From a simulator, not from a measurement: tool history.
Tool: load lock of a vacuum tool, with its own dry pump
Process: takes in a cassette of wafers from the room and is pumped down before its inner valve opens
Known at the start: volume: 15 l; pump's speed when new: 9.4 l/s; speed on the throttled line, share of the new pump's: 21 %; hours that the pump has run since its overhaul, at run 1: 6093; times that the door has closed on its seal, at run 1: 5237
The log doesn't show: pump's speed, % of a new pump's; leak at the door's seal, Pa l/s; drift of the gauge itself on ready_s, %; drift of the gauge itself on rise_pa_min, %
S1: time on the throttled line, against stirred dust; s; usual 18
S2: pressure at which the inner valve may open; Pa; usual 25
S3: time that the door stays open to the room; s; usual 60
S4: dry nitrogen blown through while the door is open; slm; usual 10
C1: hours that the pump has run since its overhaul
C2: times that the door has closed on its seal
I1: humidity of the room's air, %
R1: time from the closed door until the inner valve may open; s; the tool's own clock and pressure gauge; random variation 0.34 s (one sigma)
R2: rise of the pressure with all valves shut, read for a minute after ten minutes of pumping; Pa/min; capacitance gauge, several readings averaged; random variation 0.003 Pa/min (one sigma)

| run | hour | S1 | S2 | S3 | S4 | C1 | C2 | I1 | R1 | R2 |
|---|---|---|---|---|---|---|---|---|---|---|
| 1 | 0.0 | 18 | 25 | 60 | 10 | 6093 | 5237 | 43.2 | 27.7 | 0.036 |
| 2 | 158.1 | 18 | 43 | 60 | 10 | 6251 | 5584 | 43.7 | 26.1 | 0.042 |
| 3 | 351.4 | 18 | 20 | 60 | 10 | 6444 | 6008 | 45.8 | 28.0 | 0.041 |
| 4 | 590.7 | 18 | 25 | 44 | 10 | 6683 | 6534 | 44.4 | 27.2 | 0.037 |
| 5 | 783.7 | 18 | 42 | 44 | 10 | 6876 | 6958 | 44.9 | 26.7 | 0.036 |
| 6 | 944.8 | 18 | 42 | 44 | 10 | 7037 | 7311 | 44.0 | 26.6 | 0.037 |
| 7 | 1112.9 | 18 | 25 | 60 | 38 | 7205 | 7680 | 44.0 | 27.6 | 0.023 |
| 8 | 1291.3 | 18 | 25 | 60 | 38 | 7384 | 8072 | 44.5 | 27.9 | 0.027 |
| 9 | 1454.2 | 18 | 25 | 60 | 38 | 7547 | 8430 | 45.4 | 27.5 | 0.026 |
| 10 | 1567.4 | 18 | 25 | 60 | 17 | 7660 | 8678 | 46.4 | 27.2 | 0.036 |
| 11 | 1689.7 | 18 | 25 | 60 | 17 | 7782 | 8947 | 47.7 | 27.6 | 0.038 |
| 12 | 1787.2 | 18 | 25 | 60 | 10 | 7880 | 9161 | 44.1 | 27.5 | 0.039 |
| 13 | 1917.0 | 18 | 25 | 60 | 10 | 8009 | 9446 | 43.2 | 27.2 | 0.042 |
| 14 | 2124.5 | 18 | 25 | 60 | 23 | 8217 | 9901 | 48.5 | 27.1 | 0.028 |
| 15 | 2279.6 | 18 | 25 | 60 | 10 | 8372 | 10242 | 49.3 | 27.0 | 0.048 |
| 16 | 2519.7 | 18 | 25 | 60 | 10 | 8612 | 10769 | 46.4 | 27.7 | 0.045 |
| 17 | 2628.2 | 15 | 25 | 60 | 11 | 8721 | 11008 | 45.4 | 24.9 | 0.040 |
| 18 | 2855.8 | 21 | 25 | 38 | 10 | 8948 | 11507 | 44.5 | 29.3 | 0.036 |
| 19 | 3090.6 | 18 | 25 | 146 | 5 | 9183 | 12023 | 48.0 | 27.5 | 0.084 |
| 20 | 3190.6 | 18 | 25 | 146 | 5 | 9283 | 12242 | 41.5 | 27.6 | 0.073 |
| 21 | 3350.9 | 18 | 25 | 146 | 5 | 9443 | 12594 | 43.6 | 27.8 | 0.083 |
| 22 | 3476.8 | 18 | 25 | 146 | 5 | 9569 | 12871 | 45.5 | 27.3 | 0.082 |
| 23 | 3639.5 | 11 | 30 | 58 | 26 | 9732 | 13228 | 46.2 | 21.2 | 0.026 |
| 24 | 3869.0 | 30 | 25 | 60 | 10 | 9961 | 13732 | 46.0 | 37.1 | 0.044 |
| 25 | 4091.9 | 15 | 32 | 60 | 8 | 10184 | 14221 | 42.0 | 25.8 | 0.045 |
| 26 | 4300.7 | 22 | 25 | 74 | 10 | 10393 | 14680 | 45.1 | 30.5 | 0.048 |
| 27 | 4448.2 | 22 | 25 | 74 | 10 | 10541 | 15004 | 44.2 | 30.6 | 0.046 |
| 28 | 4641.9 | 18 | 29 | 33 | 10 | 10734 | 15429 | 47.0 | 27.4 | 0.038 |
| 29 | 4833.5 | 18 | 29 | 33 | 10 | 10926 | 15850 | 45.1 | 27.3 | 0.033 |
| 30 | 4995.9 | 19 | 25 | 68 | 10 | 11088 | 16206 | 47.1 | 28.1 | 0.051 |
| 31 | 5229.2 | 19 | 25 | 68 | 10 | 11322 | 16719 | 45.2 | 28.3 | 0.046 |

Forecast each of these 3 alternatives for the next run:
| A | 5363.2 | 16 | 25 | 68 | 26 | 11456 | 17013 | 44.5 | ? | ? |
| B | 5363.2 | 19 | 34 | 111 | 10 | 11456 | 17013 | 41.6 | ? | ? |
| C | 5363.2 | 19 | 40 | 30 | 6 | 11456 | 17013 | 47.6 | ? | ? |

| run | R1 | R2 |
|---|---|---|
| A | 26.0 | 0.027 |
| B | 27.7 | 0.055 |
| C | 27.1 | 0.041 |
Without the tool's hidden state the same runs would have given:
| run | R1 | R2 |
|---|---|---|
| A | 26.0 | 0.025 |
| B | 27.7 | 0.054 |
| C | 27.0 | 0.040 |

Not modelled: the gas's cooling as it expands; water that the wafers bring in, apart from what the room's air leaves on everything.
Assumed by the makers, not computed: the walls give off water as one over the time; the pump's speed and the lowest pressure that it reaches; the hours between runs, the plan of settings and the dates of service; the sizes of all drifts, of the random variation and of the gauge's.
